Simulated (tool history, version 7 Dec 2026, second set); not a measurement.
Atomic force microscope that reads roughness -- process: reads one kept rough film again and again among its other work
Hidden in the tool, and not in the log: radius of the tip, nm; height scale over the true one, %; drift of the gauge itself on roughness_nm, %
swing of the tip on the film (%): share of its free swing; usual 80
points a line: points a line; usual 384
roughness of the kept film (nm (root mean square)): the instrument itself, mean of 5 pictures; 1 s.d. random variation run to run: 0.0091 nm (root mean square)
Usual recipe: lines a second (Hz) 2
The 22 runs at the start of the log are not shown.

run     day  lines a second (Hz)  swing of the tip on the film (%)  points a line  pictures with this tip  hours of work since the height scale was calibrated  roughness of the kept film (nm (root mean square))
 23   6.233                 2.43                                80            996                      80                                                   19                                               1.146
      6.588  -- new tip fitted
 24    6.65                 2.43                                80            485                       3                                                   25                                               1.902
 25   7.029                 2.43                                80            485                      19                                                   30                                               1.645
 26   7.292                 2.43                                80            485                      30                                                   34                                               1.503
      7.375  -- height scale calibrated on a step standard, once more
 27   7.533                 2.43                                80            485                      39                                                    2                                               1.428
 28   7.892                 2.43                                80            485                      54                                                    8                                               1.301
 29   8.267                 2.43                                80            485                      70                                                   13                                               1.193
 30   8.471                    2                                65            660                      78                                                   16                                                 1.3
 31   8.667                 1.71                                67            430                      87                                                   19                                               1.226
      8.867  -- new tip fitted
 32   9.054                    2                                73            962                       8                                                   25                                                2.02
 33   9.233                    2                                73            962                      16                                                   28                                               1.855
 34   9.588                  0.8                                63            468                      31                                                   33                                               1.851
 35   9.892                 0.54                                80            416                      44                                                   38                                               1.654
 36  10.162                 2.06                                59            311                      55                                                   42                                               1.501

3 ways to go on from here, each from the tool as it stands after run 36. What would each give?
  A  10.383                    2                                71            384                      65                                                   45                                                   ?
  B  10.383                    2                                74            417                      65                                                   45                                                   ?
  C  10.383                    2                                80            264                      65                                                   45                                                   ?

run  roughness of the kept film (nm (root mean square))
  A                                                1.33
  B                                               1.309
  C                                               1.222
With the hidden condition removed and each run's random variation left untouched, the same runs would have given:
run  roughness of the kept film (nm (root mean square))
  A                                               2.174
  B                                               2.139
  C                                               1.997

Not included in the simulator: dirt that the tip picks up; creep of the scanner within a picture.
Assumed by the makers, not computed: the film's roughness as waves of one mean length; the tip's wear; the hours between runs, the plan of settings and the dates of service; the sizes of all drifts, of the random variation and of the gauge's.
